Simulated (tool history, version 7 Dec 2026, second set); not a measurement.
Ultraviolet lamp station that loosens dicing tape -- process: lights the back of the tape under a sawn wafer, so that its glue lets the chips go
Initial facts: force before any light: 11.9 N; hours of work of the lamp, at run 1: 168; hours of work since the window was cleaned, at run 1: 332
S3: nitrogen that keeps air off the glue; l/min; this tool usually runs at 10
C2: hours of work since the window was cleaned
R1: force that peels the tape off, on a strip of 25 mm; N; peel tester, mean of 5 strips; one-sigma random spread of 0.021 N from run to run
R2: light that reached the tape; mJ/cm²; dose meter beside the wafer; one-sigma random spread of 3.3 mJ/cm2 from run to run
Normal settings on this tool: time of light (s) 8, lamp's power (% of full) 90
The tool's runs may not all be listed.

{"run": 1, "hour": 0.0, "time of light (s)": 8, "lamp's power (% of full)": 90, "S3": 10, "hours of work of the lamp": 168, "C2": 332, "R1": 1.36, "R2": 465}
{"run": 2, "hour": 11.2, "time of light (s)": 8, "lamp's power (% of full)": 90, "S3": 10, "hours of work of the lamp": 176, "C2": 340, "R1": 1.372, "R2": 465}
{"run": 3, "hour": 22.2, "time of light (s)": 8, "lamp's power (% of full)": 90, "S3": 10, "hours of work of the lamp": 183, "C2": 347, "R1": 1.409, "R2": 466}
{"run": 4, "hour": 35.5, "time of light (s)": 8, "lamp's power (% of full)": 90, "S3": 10, "hours of work of the lamp": 191, "C2": 355, "R1": 1.42, "R2": 470}
{"run": 5, "hour": 47.4, "time of light (s)": 8, "lamp's power (% of full)": 90, "S3": 10, "hours of work of the lamp": 199, "C2": 363, "R1": 1.403, "R2": 465}
{"run": 6, "hour": 55.9, "time of light (s)": 8, "lamp's power (% of full)": 90, "S3": 10, "hours of work of the lamp": 205, "C2": 369, "R1": 1.431, "R2": 461}
{"run": 7, "hour": 65.1, "time of light (s)": 8, "lamp's power (% of full)": 90, "S3": 10, "hours of work of the lamp": 211, "C2": 375, "R1": 1.333, "R2": 461}
{"run": 8, "hour": 78.7, "time of light (s)": 8, "lamp's power (% of full)": 72, "S3": 10, "hours of work of the lamp": 219, "C2": 383, "R1": 2.104, "R2": 368}
{"run": 9, "hour": 94.3, "time of light (s)": 8, "lamp's power (% of full)": 72, "S3": 9, "hours of work of the lamp": 230, "C2": 394, "R1": 2.305, "R2": 366}
{"run": 10, "hour": 101.3, "time of light (s)": 8, "lamp's power (% of full)": 72, "S3": 9, "hours of work of the lamp": 234, "C2": 398, "R1": 2.225, "R2": 366}
{"run": 11, "hour": 116.2, "time of light (s)": 8, "lamp's power (% of full)": 72, "S3": 9, "hours of work of the lamp": 244, "C2": 408, "R1": 2.278, "R2": 368}
{"run": 12, "hour": 123.0, "time of light (s)": 8, "lamp's power (% of full)": 90, "S3": 10, "hours of work of the lamp": 248, "C2": 412, "R1": 1.484, "R2": 449}
{"run": 13, "hour": 135.9, "time of light (s)": 8, "lamp's power (% of full)": 90, "S3": 10, "hours of work of the lamp": 256, "C2": 421, "R1": 1.464, "R2": 452}
{"run": 14, "hour": 149.8, "time of light (s)": 8, "lamp's power (% of full)": 90, "S3": 10, "hours of work of the lamp": 266, "C2": 430, "R1": 1.504, "R2": 451}
{"run": 15, "hour": 158.3, "time of light (s)": 8, "lamp's power (% of full)": 90, "S3": 10, "hours of work of the lamp": 271, "C2": 435, "R1": 1.492, "R2": 444}
{"run": 16, "hour": 166.7, "time of light (s)": 8, "lamp's power (% of full)": 74, "S3": 18, "hours of work of the lamp": 276, "C2": 441, "R1": 1.596, "R2": 363}
{"run": 17, "hour": 174.9, "time of light (s)": 8, "lamp's power (% of full)": 93, "S3": 10, "hours of work of the lamp": 282, "C2": 446, "R1": 1.394, "R2": 458}
{"run": 18, "hour": 182.8, "time of light (s)": 8, "lamp's power (% of full)": 95, "S3": 4, "hours of work of the lamp": 287, "C2": 451, "R1": 2.238, "R2": 473}
{"run": 19, "hour": 191.0, "time of light (s)": 12, "lamp's power (% of full)": 90, "S3": 10, "hours of work of the lamp": 292, "C2": 456, "R1": 0.621, "R2": 666}
{"run": 20, "hour": 198.0, "time of light (s)": 6, "lamp's power (% of full)": 84, "S3": 12, "hours of work of the lamp": 297, "C2": 461, "R1": 2.586, "R2": 312}
{"run": 21, "hour": 210.5, "time of light (s)": 8, "lamp's power (% of full)": 65, "S3": 5, "hours of work of the lamp": 305, "C2": 469, "R1": 3.332, "R2": 325}
{"run": 22, "hour": 220.9, "time of light (s)": 8, "lamp's power (% of full)": 65, "S3": 5, "hours of work of the lamp": 312, "C2": 476, "R1": 3.439, "R2": 317}
{"run": 23, "hour": 234.0, "time of light (s)": 8, "lamp's power (% of full)": 96, "S3": 5, "hours of work of the lamp": 320, "C2": 484, "R1": 2.038, "R2": 470}
{"run": 24, "hour": 240.5, "time of light (s)": 13, "lamp's power (% of full)": 90, "S3": 5, "hours of work of the lamp": 324, "C2": 488, "R1": 0.855, "R2": 721}
{"run": 25, "hour": 248.9, "time of light (s)": 6, "lamp's power (% of full)": 74, "S3": 5, "hours of work of the lamp": 330, "C2": 494, "R1": 4.292, "R2": 271}
{"run": 26, "hour": 258.8, "time of light (s)": 8, "lamp's power (% of full)": 90, "S3": 9, "hours of work of the lamp": 336, "C2": 500, "R1": 1.591, "R2": 437}
{"run": 27, "hour": 267.9, "time of light (s)": 8, "lamp's power (% of full)": 66, "S3": 17, "hours of work of the lamp": 342, "C2": 506, "R1": 2.157, "R2": 320}
{"run": 28, "hour": 276.7, "time of light (s)": 8, "lamp's power (% of full)": 90, "S3": 12, "hours of work of the lamp": 348, "C2": 512, "R1": 1.45, "R2": 429}
{"run": 29, "hour": 290.2, "time of light (s)": 8, "lamp's power (% of full)": 67, "S3": 4, "hours of work of the lamp": 357, "C2": 521, "R1": 3.678, "R2": 324}
{"run": 30, "hour": 298.5, "time of light (s)": 8, "lamp's power (% of full)": 67, "S3": 4, "hours of work of the lamp": 362, "C2": 526, "R1": 3.886, "R2": 320}

A few steps of R1 between consecutive runs. Split each: what settings, incoming material and random variation would produce without the hidden state, and what is left over for the hidden state, along with gauge scatter present in only one of the two compared results (measured, and without hidden state):
The hidden state here: lamp's light, % of a new lamp's; light that the window lets through, % of a clean one's; drift of the gauge itself on peel_n, %; drift of the gauge itself on dose_mj_cm2, %.
Run 18 -> 19: time of light (s) 8 -> 12, lamp's power (% of full) 95 -> 90, S3 4 -> 10. R1 -1.617 N: hidden state -0.385, all else -1.232.
Run 19 -> 20: time of light (s) 12 -> 6, lamp's power (% of full) 90 -> 84, S3 10 -> 12. R1 +1.965 N: hidden state +0.450, all else +1.515.
Run 24 -> 25: time of light (s) 13 -> 6, lamp's power (% of full) 90 -> 74. R1 +3.437 N: hidden state +0.545, all else +2.892.
Run 25 -> 26: time of light (s) 6 -> 8, lamp's power (% of full) 74 -> 90, S3 5 -> 9. R1 -2.701 N: hidden state -0.335, all else -2.366.
Run 28 -> 29: lamp's power (% of full) 90 -> 67, S3 12 -> 4. R1 +2.228 N: hidden state +0.340, all else +1.888.
